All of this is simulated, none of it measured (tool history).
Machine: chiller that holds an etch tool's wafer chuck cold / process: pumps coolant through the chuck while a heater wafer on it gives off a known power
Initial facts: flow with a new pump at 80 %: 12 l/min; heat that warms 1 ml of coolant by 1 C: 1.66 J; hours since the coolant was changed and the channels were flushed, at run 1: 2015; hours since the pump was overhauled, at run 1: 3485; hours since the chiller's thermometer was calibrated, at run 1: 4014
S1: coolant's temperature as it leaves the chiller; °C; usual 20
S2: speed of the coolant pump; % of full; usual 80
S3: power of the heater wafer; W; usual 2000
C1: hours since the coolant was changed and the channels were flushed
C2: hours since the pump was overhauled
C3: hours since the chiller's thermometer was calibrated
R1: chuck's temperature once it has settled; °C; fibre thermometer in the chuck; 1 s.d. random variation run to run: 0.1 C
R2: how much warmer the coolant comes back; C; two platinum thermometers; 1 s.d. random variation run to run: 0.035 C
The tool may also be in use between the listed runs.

run,hour,S1,S2,S3,C1,C2,C3,R1,R2
1,0.0,20,80,2000,2015,3485,4014,34.0,6.44
2,87.2,13,80,2000,2102,3572,4102,27.1,6.49
3,183.0,13,80,2000,2198,3668,4197,27.2,6.38
4,280.6,13,80,2000,2295,3765,4295,27.4,6.53
5,450.5,20,80,2000,2465,3935,4465,34.4,6.52
# hour 460.9: chiller's thermometer calibrated
6,624.1,20,80,2000,2638,4108,163,33.9,6.53
7,718.7,20,91,2000,2733,4203,258,32.3,5.70
8,817.8,20,91,2000,2832,4302,357,32.2,5.73
9,931.4,20,91,2000,2945,4415,470,32.5,5.72
10,1025.4,20,91,2618,3039,4509,564,36.8,7.50
11,1100.0,20,80,1365,3114,4584,639,29.3,4.43

What will run 12 give?
12,1206.0,20,80,1365,3220,4690,745,?,?

R1: 29.5 °C
R2: 4.53 C
On a tool with no hidden condition, and with the same random variation, this run would have come out at R1 29.0 °C, R2 4.11 C.

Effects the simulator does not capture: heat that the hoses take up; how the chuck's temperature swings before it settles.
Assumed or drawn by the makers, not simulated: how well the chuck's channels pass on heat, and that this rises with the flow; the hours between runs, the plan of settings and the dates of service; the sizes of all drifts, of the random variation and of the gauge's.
